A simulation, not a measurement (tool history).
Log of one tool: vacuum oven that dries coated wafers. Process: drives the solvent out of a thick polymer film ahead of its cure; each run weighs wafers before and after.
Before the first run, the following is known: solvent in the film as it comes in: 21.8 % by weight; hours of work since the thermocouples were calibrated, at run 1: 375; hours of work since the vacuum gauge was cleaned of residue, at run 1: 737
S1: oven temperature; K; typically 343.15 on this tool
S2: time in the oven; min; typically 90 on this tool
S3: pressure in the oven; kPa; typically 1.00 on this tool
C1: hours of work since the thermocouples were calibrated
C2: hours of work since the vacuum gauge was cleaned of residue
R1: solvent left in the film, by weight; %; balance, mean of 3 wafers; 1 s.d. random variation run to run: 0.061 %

run     day      S1  S2    S3   C1    C2    R1
  1   0.000  343.15  90  1.00  375   737  3.90
  2   1.488  343.15  90  1.00  401   763  3.96
  3   3.667  343.15  90  1.00  440   802  3.88
  4   5.638  343.15  90  0.68  475   837  3.90
  5   7.246  343.15  90  0.68  503   865  3.87
  6  10.138  343.15  90  0.68  555   916  3.98
  7  11.900  343.15  90  0.68  586   947  4.04
  8  13.883  343.15  65  0.68  621   983  5.97
  9  16.671  343.15  65  0.68  670  1032  6.08
     17.879  -- vacuum gauge cleaned of residue and calibrated
 10  18.612  343.15  65  0.68  704    13  5.88
 11  20.404  343.15  65  0.68  735    45  5.96
 12  21.929  343.15  65  0.68  762    72  5.95
 13  24.767  343.15  65  0.68  813   122  6.07
 14  26.967  330.15  90  1.00  852   161  9.29
 15  29.921  330.15  90  1.00  904   213  9.31
 16  32.379  343.15  90  1.46  948   257  4.23
 17  35.042  343.15  90  1.00  995   304  4.28

Predict the results of run 18:
 18  36.388  338.15  78  1.00  1019  328   ?

{"run 18": {"R1": 7.23}}
With no hidden state in the tool, this same run would have given R1 6.35 %.
